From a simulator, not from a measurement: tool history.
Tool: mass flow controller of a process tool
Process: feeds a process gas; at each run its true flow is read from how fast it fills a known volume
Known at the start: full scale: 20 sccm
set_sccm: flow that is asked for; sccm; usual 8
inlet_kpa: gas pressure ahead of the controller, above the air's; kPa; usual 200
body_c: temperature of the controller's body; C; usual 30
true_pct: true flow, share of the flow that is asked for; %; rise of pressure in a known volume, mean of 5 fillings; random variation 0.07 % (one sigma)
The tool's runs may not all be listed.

run 1 hour=0 | set_sccm=8 inlet_kpa=200 body_c=30 | true_pct=97.93
run 2 hour=81.6 | set_sccm=5 inlet_kpa=200 body_c=30 | true_pct=96.7
run 3 hour=117.8 | set_sccm=8 inlet_kpa=200 body_c=22 | true_pct=97.03
run 4 hour=184.2 | set_sccm=8 inlet_kpa=200 body_c=30 | true_pct=97.73
run 5 hour=258.2 | set_sccm=8 inlet_kpa=200 body_c=30 | true_pct=97.85
run 6 hour=292.7 | set_sccm=8 inlet_kpa=200 body_c=23 | true_pct=96.98
run 7 hour=338.7 | set_sccm=13 inlet_kpa=200 body_c=30 | true_pct=98.93
run 8 hour=384.3 | set_sccm=13 inlet_kpa=200 body_c=30 | true_pct=99.06
run 9 hour=429.3 | set_sccm=8 inlet_kpa=200 body_c=30 | true_pct=97.74
run 10 hour=476.4 | set_sccm=8 inlet_kpa=200 body_c=30 | true_pct=97.7
run 11 hour=518.3 | set_sccm=8 inlet_kpa=200 body_c=30 | true_pct=97.48
run 12 hour=586.3 | set_sccm=8 inlet_kpa=200 body_c=30 | true_pct=97.72
run 13 hour=637.1 | set_sccm=8 inlet_kpa=200 body_c=30 | true_pct=97.65
run 14 hour=713.1 | set_sccm=4 inlet_kpa=191 body_c=30 | true_pct=95.29
run 15 hour=758.7 | set_sccm=4 inlet_kpa=199 body_c=24 | true_pct=94.81
run 16 hour=804.8 | set_sccm=6 inlet_kpa=245 body_c=39 | true_pct=97.66
run 17 hour=847.8 | set_sccm=6 inlet_kpa=245 body_c=39 | true_pct=97.59
run 18 hour=895.2 | set_sccm=8 inlet_kpa=248 body_c=23 | true_pct=97
run 19 hour=933.8 | set_sccm=18 inlet_kpa=192 body_c=29 | true_pct=99.68
run 20 hour=968.2 | set_sccm=18 inlet_kpa=192 body_c=29 | true_pct=99.58
run 21 hour=1046.2 | set_sccm=18 inlet_kpa=192 body_c=29 | true_pct=99.53
run 22 hour=1083.9 | set_sccm=5 inlet_kpa=200 body_c=25 | true_pct=95.47
run 23 hour=1159.9 | set_sccm=5 inlet_kpa=200 body_c=25 | true_pct=95.4
run 24 hour=1212.1 | set_sccm=2 inlet_kpa=200 body_c=21 | true_pct=89.79
run 25 hour=1257.5 | set_sccm=2 inlet_kpa=200 body_c=35 | true_pct=91.02
run 26 hour=1294.2 | set_sccm=2 inlet_kpa=274 body_c=28 | true_pct=90.44

3 ways to go on from here, each from the tool as it stands after run 26. What would each give?
run A hour=1330 | set_sccm=8 inlet_kpa=200 body_c=22 | true_pct=?
run B hour=1330 | set_sccm=2 inlet_kpa=223 body_c=26 | true_pct=?
run C hour=1330 | set_sccm=4 inlet_kpa=242 body_c=30 | true_pct=?

run=A true_pct=96.69
run=B true_pct=90.12
run=C true_pct=94.85
Without the tool's hidden state the same runs would have given:
run=A true_pct=98.41
run=B true_pct=98.01
run=C true_pct=98.63
